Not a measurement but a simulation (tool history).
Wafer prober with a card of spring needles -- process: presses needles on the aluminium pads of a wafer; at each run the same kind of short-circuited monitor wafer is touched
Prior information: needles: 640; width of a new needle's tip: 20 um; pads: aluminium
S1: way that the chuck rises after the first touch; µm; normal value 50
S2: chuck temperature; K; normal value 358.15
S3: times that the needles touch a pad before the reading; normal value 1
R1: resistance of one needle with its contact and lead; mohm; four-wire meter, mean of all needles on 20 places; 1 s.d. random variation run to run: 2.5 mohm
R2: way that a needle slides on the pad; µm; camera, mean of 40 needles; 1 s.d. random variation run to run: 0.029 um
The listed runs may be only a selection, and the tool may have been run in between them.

run	day	S1	S2	S3	R1	R2
1	0	50	358.15	1	279	6.91
# day 0.1: tips cleaned on abrasive film
# day 0.596: tips cleaned on abrasive film
# day 0.992: tips cleaned on abrasive film
# day 1.488: tips cleaned on abrasive film
# day 1.979: tips cleaned on abrasive film
2	1.988	50	358.15	1	283	6.91
# day 2.383: tips cleaned on abrasive film
# day 2.879: tips cleaned on abrasive film
# day 3.375: tips cleaned on abrasive film
# day 3.867: tips cleaned on abrasive film
3	4.179	50	358.15	1	281	6.87
# day 4.279: tips cleaned on abrasive film
# day 4.775: tips cleaned on abrasive film
# day 5.271: tips cleaned on abrasive film
# day 5.762: tips cleaned on abrasive film
# day 6.258: tips cleaned on abrasive film
# day 6.75: tips cleaned on abrasive film
# day 7.171: tips cleaned on abrasive film
4	7.171	50	358.15	1	281	6.89
# day 7.667: tips cleaned on abrasive film
# day 8.062: tips cleaned on abrasive film
# day 8.554: tips cleaned on abrasive film
5	8.812	50	358.15	1	280	6.91
# day 9.012: tips cleaned on abrasive film
# day 9.408: tips cleaned on abrasive film
# day 9.904: tips cleaned on abrasive film
6	10.242	50	358.15	1	281	6.83
# day 10.342: tips cleaned on abrasive film
# day 10.838: tips cleaned on abrasive film
# day 11.329: tips cleaned on abrasive film
# day 11.825: tips cleaned on abrasive film
# day 12.317: tips cleaned on abrasive film
# day 12.812: tips cleaned on abrasive film
7	12.85	50	358.15	2	277	6.91
# day 13.246: tips cleaned on abrasive film
# day 13.554: height of the first contact set anew
# day 13.754: tips cleaned on abrasive film
# day 14.246: tips cleaned on abrasive film
# day 14.742: tips cleaned on abrasive film
# day 15.233: tips cleaned on abrasive film
# day 15.729: tips cleaned on abrasive film
8	15.829	50	358.15	2	280	6.96
# day 16.129: tips cleaned on abrasive film
# day 16.621: tips cleaned on abrasive film
# day 17.117: tips cleaned on abrasive film
9	17.133	49	358.15	1	279	6.79
# day 17.529: tips cleaned on abrasive film
# day 18.025: tips cleaned on abrasive film
# day 18.517: tips cleaned on abrasive film
10	18.871	50	358.15	1	276	6.9
# day 18.971: tips cleaned on abrasive film
# day 19.467: tips cleaned on abrasive film
# day 19.962: tips cleaned on abrasive film
# day 20.454: tips cleaned on abrasive film
11	20.838	50	358.15	1	281	6.88
# day 20.942: tips cleaned on abrasive film
# day 21.433: tips cleaned on abrasive film
# day 21.929: tips cleaned on abrasive film
# day 22.421: tips cleaned on abrasive film
# day 22.917: tips cleaned on abrasive film
12	23.167	50	358.15	1	278	6.89
# day 23.367: tips cleaned on abrasive film
# day 23.862: tips cleaned on abrasive film
# day 24.258: tips cleaned on abrasive film
# day 24.75: tips cleaned on abrasive film
# day 25.246: tips cleaned on abrasive film
13	25.579	52	345.15	2	275	7.18
# day 25.679: tips cleaned on abrasive film
# day 26.075: tips cleaned on abrasive film
# day 26.571: tips cleaned on abrasive film
# day 26.967: tips cleaned on abrasive film
14	27.217	60	384.15	1	279	8.26
# day 27.417: tips cleaned on abrasive film
# day 27.912: tips cleaned on abrasive film
# day 28.408: tips cleaned on abrasive film
# day 28.9: tips cleaned on abrasive film
# day 28.912: height of the first contact set anew
# day 29.375: tips cleaned on abrasive film
15	29.375	36	313.15	1	280	4.92
# day 29.771: tips cleaned on abrasive film
# day 30.262: tips cleaned on abrasive film
# day 30.758: tips cleaned on abrasive film
# day 31.154: tips cleaned on abrasive film
# day 31.65: tips cleaned on abrasive film
16	31.692	36	304.15	1	275	4.99
# day 32.092: tips cleaned on abrasive film
# day 32.583: tips cleaned on abrasive film
# day 33.079: tips cleaned on abrasive film
# day 33.475: tips cleaned on abrasive film
# day 33.967: tips cleaned on abrasive film
17	34.238	34	351.15	1	299	4.72
# day 34.438: tips cleaned on abrasive film
# day 34.933: tips cleaned on abrasive film
# day 35.425: tips cleaned on abrasive film
# day 35.908: tips cleaned on abrasive film
18	35.908	37	358.15	1	296	5.15
# day 36.404: tips cleaned on abrasive film
# day 36.9: tips cleaned on abrasive film
# day 37.392: tips cleaned on abrasive film
19	37.546	37	358.15	1	294	5.1
# day 37.842: tips cleaned on abrasive film
# day 38.338: tips cleaned on abrasive film
# day 38.833: tips cleaned on abrasive film
20	39.017	35	340.15	2	290	4.83
# day 39.312: tips cleaned on abrasive film
# day 39.808: tips cleaned on abrasive film
# day 40.3: tips cleaned on abrasive film
# day 40.796: tips cleaned on abrasive film
21	40.842	34	338.15	1	293	4.68
# day 41.238: tips cleaned on abrasive film
# day 41.729: tips cleaned on abrasive film
# day 42.225: tips cleaned on abrasive film
# day 42.717: tips cleaned on abrasive film
22	42.954	34	338.15	1	293	4.73
# day 43.154: tips cleaned on abrasive film
# day 43.646: tips cleaned on abrasive film
# day 44.142: tips cleaned on abrasive film
# day 44.25: height of the first contact set anew
# day 44.65: tips cleaned on abrasive film
# day 45.142: tips cleaned on abrasive film
23	45.3	34	338.15	1	289	4.69
# day 45.596: tips cleaned on abrasive film
# day 46.092: tips cleaned on abrasive film
# day 46.583: tips cleaned on abrasive film
# day 47.079: tips cleaned on abrasive film
# day 47.512: tips cleaned on abrasive film
24	47.512	52	319.15	1	265	7.15

Predict each of these 5 candidate next runs independently; none follows another, all start after run 24:
# day 48.004: tips cleaned on abrasive film
# day 48.5: tips cleaned on abrasive film
# day 48.992: tips cleaned on abrasive film
A	49.304	52	319.15	1	?	?
# day 48.004: tips cleaned on abrasive film
# day 48.5: tips cleaned on abrasive film
# day 48.992: tips cleaned on abrasive film
B	49.304	61	344.15	2	?	?
# day 48.004: tips cleaned on abrasive film
# day 48.5: tips cleaned on abrasive film
# day 48.992: tips cleaned on abrasive film
C	49.304	64	319.15	2	?	?
# day 48.004: tips cleaned on abrasive film
# day 48.5: tips cleaned on abrasive film
# day 48.992: tips cleaned on abrasive film
D	49.304	51	334.15	1	?	?
# day 48.004: tips cleaned on abrasive film
# day 48.5: tips cleaned on abrasive film
# day 48.992: tips cleaned on abrasive film
E	49.304	39	358.15	1	?	?

run	R1	R2
A	267	7.15
B	271	8.4
C	258	8.84
D	275	7.05
E	295	5.42
With the hidden condition removed and each run's random variation left untouched, the same runs would have given:
run	R1	R2
A	266	7.15
B	271	8.4
C	258	8.84
D	274	7.05
E	294	5.42

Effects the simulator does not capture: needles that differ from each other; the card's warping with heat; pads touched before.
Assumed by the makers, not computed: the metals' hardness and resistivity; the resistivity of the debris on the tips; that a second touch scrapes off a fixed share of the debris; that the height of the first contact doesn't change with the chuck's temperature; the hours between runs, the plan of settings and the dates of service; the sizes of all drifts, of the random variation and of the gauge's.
